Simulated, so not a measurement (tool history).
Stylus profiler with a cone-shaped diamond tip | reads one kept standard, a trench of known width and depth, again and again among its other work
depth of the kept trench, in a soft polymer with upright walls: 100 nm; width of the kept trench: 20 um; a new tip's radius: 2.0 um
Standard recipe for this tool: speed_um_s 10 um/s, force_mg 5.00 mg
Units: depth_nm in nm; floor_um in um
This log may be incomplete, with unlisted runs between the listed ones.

{"run": 1, "hour": 0.0, "speed_um_s": 10, "force_mg": 5.0, "depth_nm": 102.53, "floor_um": 18.2}
{"run": 2, "hour": 74.2, "speed_um_s": 10, "force_mg": 5.0, "depth_nm": 102.5, "floor_um": 18.18}
{"run": 3, "hour": 143.5, "speed_um_s": 10, "force_mg": 5.0, "depth_nm": 102.54, "floor_um": 18.13}
{"run": 4, "hour": 210.3, "speed_um_s": 10, "force_mg": 5.0, "depth_nm": 102.48, "floor_um": 18.16}
{"hour": 218.9, "done": "new tip fitted, height scale calibrated"}
{"run": 5, "hour": 303.0, "speed_um_s": 10, "force_mg": 5.0, "depth_nm": 102.71, "floor_um": 18.65}
{"run": 6, "hour": 372.4, "speed_um_s": 10, "force_mg": 5.0, "depth_nm": 102.74, "floor_um": 18.68}
{"run": 7, "hour": 434.9, "speed_um_s": 10, "force_mg": 1.72, "depth_nm": 101.32, "floor_um": 18.59}
{"run": 8, "hour": 522.1, "speed_um_s": 10, "force_mg": 5.0, "depth_nm": 102.68, "floor_um": 18.6}
{"run": 9, "hour": 568.3, "speed_um_s": 19, "force_mg": 5.0, "depth_nm": 102.68, "floor_um": 18.58}
{"run": 10, "hour": 640.5, "speed_um_s": 19, "force_mg": 5.0, "depth_nm": 102.69, "floor_um": 18.57}
{"run": 11, "hour": 688.5, "speed_um_s": 5, "force_mg": 9.79, "depth_nm": 104.21, "floor_um": 18.6}
{"run": 12, "hour": 771.3, "speed_um_s": 3, "force_mg": 9.77, "depth_nm": 104.23, "floor_um": 18.58}
{"run": 13, "hour": 838.4, "speed_um_s": 21, "force_mg": 3.88, "depth_nm": 102.26, "floor_um": 18.5}
{"run": 14, "hour": 900.5, "speed_um_s": 21, "force_mg": 3.88, "depth_nm": 102.2, "floor_um": 18.46}
{"run": 15, "hour": 961.2, "speed_um_s": 21, "force_mg": 3.88, "depth_nm": 102.21, "floor_um": 18.44}
{"run": 16, "hour": 1046.6, "speed_um_s": 2, "force_mg": 2.1, "depth_nm": 101.44, "floor_um": 18.5}
{"run": 17, "hour": 1098.1, "speed_um_s": 2, "force_mg": 2.1, "depth_nm": 101.41, "floor_um": 18.48}
{"run": 18, "hour": 1168.2, "speed_um_s": 28, "force_mg": 2.18, "depth_nm": 101.44, "floor_um": 18.32}

Alternative continuations, all from the tool just after run 18; predict every row:
{"run": "A", "hour": 1207.6, "speed_um_s": 10, "force_mg": 2.86, "depth_nm": "?", "floor_um": "?"}
{"run": "B", "hour": 1207.6, "speed_um_s": 6, "force_mg": 6.7, "depth_nm": "?", "floor_um": "?"}
{"run": "C", "hour": 1207.6, "speed_um_s": 27, "force_mg": 4.18, "depth_nm": "?", "floor_um": "?"}

run=A depth_nm=101.77 floor_um=18.40
run=B depth_nm=103.23 floor_um=18.43
run=C depth_nm=102.33 floor_um=18.38
Without the tool's hidden state the same runs would have given:
run=A depth_nm=101.88 floor_um=18.70
run=B depth_nm=103.34 floor_um=18.73
run=C depth_nm=102.45 floor_um=18.69

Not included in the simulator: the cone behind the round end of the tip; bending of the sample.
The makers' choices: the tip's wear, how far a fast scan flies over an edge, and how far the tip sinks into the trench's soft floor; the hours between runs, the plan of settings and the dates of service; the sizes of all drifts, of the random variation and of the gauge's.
